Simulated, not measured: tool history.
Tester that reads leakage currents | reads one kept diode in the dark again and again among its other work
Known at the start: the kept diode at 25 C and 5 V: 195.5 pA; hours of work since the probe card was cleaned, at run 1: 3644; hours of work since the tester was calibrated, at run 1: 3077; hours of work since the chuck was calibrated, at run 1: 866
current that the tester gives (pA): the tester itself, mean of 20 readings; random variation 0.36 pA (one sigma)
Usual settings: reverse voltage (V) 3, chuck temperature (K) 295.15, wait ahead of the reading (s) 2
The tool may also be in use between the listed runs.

run,hour,reverse voltage (V),chuck temperature (K),wait ahead of the reading (s),hours of work since the probe card was cleaned,hours of work since the tester was calibrated,hours of work since the chuck was calibrated,current that the tester gives (pA)
1,0,3,295.15,2,3644,3077,866,125.63
# hour 29.9: probe card cleaned and baked
2,115.1,3,295.15,2,65,3163,952,122.76
3,212.3,6.26,295.15,2,140,3238,1027,168.68
# hour 261.1: chuck's temperature calibrated
4,303.4,3,295.15,2,209,3306,32,118
5,386.7,1.96,295.15,2,273,3370,96,98.35
6,496.4,3,295.15,2,357,3455,181,118.77
7,589.6,3,295.15,2.44,428,3526,252,118.33
8,662.3,3,295.15,2.44,484,3582,308,119.87
9,763.2,3,295.15,2.44,562,3660,386,119.95
10,867.8,3,310.15,2,642,3740,466,481.91
11,916.6,3,310.15,2,680,3777,503,485.62
12,985.1,9,310.15,2,732,3830,556,781.13
13,1056.7,9,310.15,2,787,3885,611,785.48
14,1154.9,9,310.15,2,863,3961,687,788.94
15,1228.4,9,315.15,2,919,4017,743,1216
16,1326.3,9,315.15,2,994,4092,818,1219.34
17,1432.9,9,315.15,2,1076,4174,900,1225.42
# hour 1485.1: tester calibrated
18,1513.5,9,315.15,2,1137,22,960,1221.51
19,1563.1,1.4,295.15,2,1175,60,999,88.83
20,1611.2,3,295.15,2,1212,97,1036,124.01
# hour 1654.1: chuck's temperature calibrated
21,1675.8,3,299.15,2,1260,145,17,173.06
# hour 1771.9: tester calibrated, once more
22,1790.5,3.75,294.15,0.35,1346,14,103,120.8
23,1855.9,5.83,304.15,2.02,1397,65,154,372.94
24,1957.4,5.83,304.15,2.02,1475,143,231,374.36
25,2064.9,3,297.15,0.36,1557,225,314,147.43
26,2150.2,3,312.15,0.36,1623,291,380,575.52
27,2240.3,14.07,312.15,9.02,1692,360,449,1126.97
28,2336.1,2.01,312.15,9.02,1765,433,522,487.79
29,2438.9,1.19,324.15,1.93,1844,512,601,1068.12
30,2485.3,11.19,302.15,2,1880,548,637,423.36
31,2585.7,3,298.15,5.31,1957,625,714,164.09
32,2643.1,4.58,304.15,4.36,2001,669,758,343.03
33,2697.4,1.25,297.15,3.01,2043,711,800,102.62
34,2749.3,1.25,297.15,3.01,2083,751,840,102.22
35,2849.5,2.84,299.15,0.47,2160,828,917,178.35
36,2960.8,5.6,295.15,1.16,2245,913,1002,165.22
# hour 3044.8: chuck's temperature calibrated
37,3076.4,3,318.15,8.4,2333,1001,24,933.33
38,3188.8,3.74,304.15,2,2419,1087,111,303.14
39,3278.5,15.35,303.15,4.29,2488,1156,179,514.39

Forecast each of these 4 alternatives for the next run:
A,3339.7,17.16,303.15,3.87,2535,1203,226,?
B,3339.7,5.21,325.15,2.92,2535,1203,226,?
C,3339.7,4.13,297.15,8.7,2535,1203,226,?
D,3339.7,5.94,332.15,3.75,2535,1203,226,?

run,current that the tester gives (pA)
A,541.34
B,2129.87
C,165.11
D,3896.11
Without the tool's hidden state the same runs would have given:
run,current that the tester gives (pA)
A,532.85
B,2137.13
C,163.32
D,3910.98

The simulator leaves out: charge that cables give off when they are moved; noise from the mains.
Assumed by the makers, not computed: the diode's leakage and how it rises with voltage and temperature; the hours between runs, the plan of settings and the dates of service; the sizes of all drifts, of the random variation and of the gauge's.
